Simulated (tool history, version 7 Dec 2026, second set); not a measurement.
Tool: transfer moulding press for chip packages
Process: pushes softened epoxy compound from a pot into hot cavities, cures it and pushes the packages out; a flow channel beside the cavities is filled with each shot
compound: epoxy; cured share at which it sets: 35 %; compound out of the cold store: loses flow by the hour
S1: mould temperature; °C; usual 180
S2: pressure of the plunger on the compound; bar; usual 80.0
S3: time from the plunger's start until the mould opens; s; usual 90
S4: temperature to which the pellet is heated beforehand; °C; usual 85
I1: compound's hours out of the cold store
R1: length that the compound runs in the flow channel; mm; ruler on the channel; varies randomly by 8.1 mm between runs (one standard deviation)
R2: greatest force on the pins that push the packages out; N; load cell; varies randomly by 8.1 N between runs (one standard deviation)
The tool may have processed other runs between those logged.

Run 1, hour 0.0: usual settings; I1 22.4. Result: R1 990 mm, R2 376 N.
Run 2, hour 32.5: usual settings; I1 43.6. Result: R1 901 mm, R2 449 N.
Run 3, hour 54.5: usual settings; I1 39.0. Result: R1 906 mm, R2 511 N.
Run 4, hour 78.8: usual settings; I1 28.0. Result: R1 968 mm, R2 583 N.
Run 5, hour 94.9: usual settings; I1 31.1. Result: R1 950 mm, R2 584 N.
At hour 106.6: cavities cleaned with cleaning compound and waxed.
Run 6, hour 115.2: usual settings; I1 30.1. Result: R1 942 mm, R2 397 N.
Run 7, hour 138.9: usual settings; I1 16.1. Result: R1 1004 mm, R2 494 N.
Run 8, hour 158.0: usual settings but S2 65.5 bar; I1 42.0. Result: R1 798 mm, R2 519 N.
Run 9, hour 175.5: usual settings but S2 65.5 bar; I1 24.2. Result: R1 874 mm, R2 566 N.
Run 10, hour 195.2: usual settings but S2 65.5 bar; I1 38.8. Result: R1 810 mm, R2 577 N.
At hour 212.6: cavities cleaned with cleaning compound and waxed.
Run 11, hour 219.1: usual settings but S2 69.3 bar; I1 38.8. Result: R1 817 mm, R2 377 N.
Run 12, hour 250.4: usual settings but S1 187 °C, S2 77.2 bar, S3 103 s, S4 76 °C; I1 16.3. Result: R1 943 mm, R2 367 N.
Run 13, hour 268.4: usual settings but S1 179 °C; I1 38.8. Result: R1 896 mm, R2 542 N.
Run 14, hour 283.3: usual settings but S1 179 °C; I1 26.3. Result: R1 942 mm, R2 580 N.
Run 15, hour 310.6: usual settings but S1 176 °C, S2 78.6 bar; I1 12.9. Result: R1 1007 mm, R2 786 N.
At hour 318.8: cavities cleaned with cleaning compound and waxed.
Run 16, hour 342.1: usual settings but S1 179 °C, S3 129 s; I1 14.4. Result: R1 994 mm, R2 345 N.
Run 17, hour 364.0: usual settings but S1 179 °C, S3 129 s; I1 23.9. Result: R1 936 mm, R2 391 N.
Run 18, hour 394.8: usual settings but S1 181 °C, S2 68.6 bar, S3 129 s, S4 87 °C; I1 11.2. Result: R1 907 mm, R2 428 N.
Run 19, hour 422.5: usual settings but S1 187 °C, S2 82.7 bar, S3 84 s, S4 79 °C; I1 31.7. Result: R1 884 mm, R2 507 N.
At hour 426.6: cavities cleaned with cleaning compound and waxed.
Run 20, hour 446.0: usual settings but S3 87 s; I1 47.5. Result: R1 832 mm, R2 460 N.
Run 21, hour 466.2: usual settings but S3 87 s; I1 9.4. Result: R1 990 mm, R2 597 N.

Predict each of these 5 candidate next runs independently; none follows another, all start after run 21:
Run A, hour 491.8: usual settings but S2 96.9 bar, S3 122 s; I1 40.9. Result: R1 ?, R2 ?.
Run B, hour 491.8: usual settings but S3 129 s, S4 88 °C; I1 43.8. Result: R1 ?, R2 ?.
Run C, hour 491.8: usual settings but S1 175 °C, S3 96 s, S4 84 °C; I1 22.0. Result: R1 ?, R2 ?.
Run D, hour 491.8: usual settings but S2 61.5 bar, S3 87 s; I1 41.7. Result: R1 ?, R2 ?.
Run E, hour 491.8: usual settings but S1 187 °C, S2 81.2 bar, S3 74 s; I1 38.6. Result: R1 ?, R2 ?.

run   R1   R2
  A  917  417
  B  833  428
  C  938  660
  D  750  586
  E  825  576
Without the tool's hidden state the same runs would have given:
run    R1   R2
  A   990  272
  B   899  281
  C  1012  416
  D   809  374
  E   891  367

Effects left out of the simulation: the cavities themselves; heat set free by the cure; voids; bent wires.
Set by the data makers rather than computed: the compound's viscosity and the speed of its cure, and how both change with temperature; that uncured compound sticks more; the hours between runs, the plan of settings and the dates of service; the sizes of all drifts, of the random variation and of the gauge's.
